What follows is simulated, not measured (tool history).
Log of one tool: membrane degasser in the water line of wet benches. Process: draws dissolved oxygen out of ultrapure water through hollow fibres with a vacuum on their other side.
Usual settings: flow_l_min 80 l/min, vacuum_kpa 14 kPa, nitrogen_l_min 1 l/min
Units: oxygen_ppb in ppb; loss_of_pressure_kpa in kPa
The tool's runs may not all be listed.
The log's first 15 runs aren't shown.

run     day  flow_l_min  vacuum_kpa  nitrogen_l_min  hours since the membrane was changed  hours since the vacuum gauge was calibrated  hours since the vacuum lines were made tight  oxygen_ppb  loss_of_pressure_kpa
 16  26.196          80          14               1                                  2685                                         5937                                          3414      1289.8                 41.82
 17  28.367          90          14             1.1                                  2737                                         5989                                          3466      1310.3                 47.65
 18  30.325          81        27.9            0.59                                  2784                                         6036                                          3513      3341.2                 42.49
 19    32.1          53          14               1                                  2827                                         6079                                          3556       977.4                 27.88
 20  33.129          53          14               1                                  2851                                         6104                                          3580       980.9                  27.9
 21  34.175          53          14               1                                  2876                                         6129                                          3606       981.2                 27.72
 22  36.721          53          14               1                                  2937                                         6190                                          3667       979.5                 27.57
 23  38.033          49          14            0.65                                  2969                                         6221                                          3698        1235                 25.83
 24  40.167          49          14            0.65                                  3020                                         6273                                          3749      1236.9                  25.8
 25  41.483          49        11.8            0.61                                  3052                                         6304                                          3781      1050.5                 25.52
 26  43.612          49        11.8            0.61                                  3103                                         6355                                          3832      1049.7                 25.51
 27  45.021          66          14            0.82                                  3137                                         6389                                          3866        1291                  34.6
 28   47.05          66          14            0.82                                  3185                                         6438                                          3914      1293.9                 34.59
 29    49.5          88          14            0.58                                  3244                                         6496                                          3973        1843                 45.87
 30  50.817         122        26.3            0.58                                  3276                                         6528                                          4005      3830.9                 63.63
 31  52.804          80          14            0.57                                  3324                                         6576                                          4053      1762.7                 41.47

Forecast each of these 4 alternatives for the next run:
  A  54.796          80        12.7            2.81                                  3371                                         6624                                          4100           ?                     ?
  B  54.796          93        11.1            1.21                                  3371                                         6624                                          4100           ?                     ?
  C  54.796          56        17.6            0.54                                  3371                                         6624                                          4100           ?                     ?
  D  54.796         126         9.6            2.94                                  3371                                         6624                                          4100           ?                     ?

run  oxygen_ppb  loss_of_pressure_kpa
  A       550.9                 41.83
  B       955.4                 48.54
  C      1918.2                 29.22
  D       543.2                 65.18
Without the tool's hidden state the same runs would have given:
run  oxygen_ppb  loss_of_pressure_kpa
  A       550.7                 42.67
  B         955                 49.52
  C        1918                  29.8
  D       542.9                 66.49
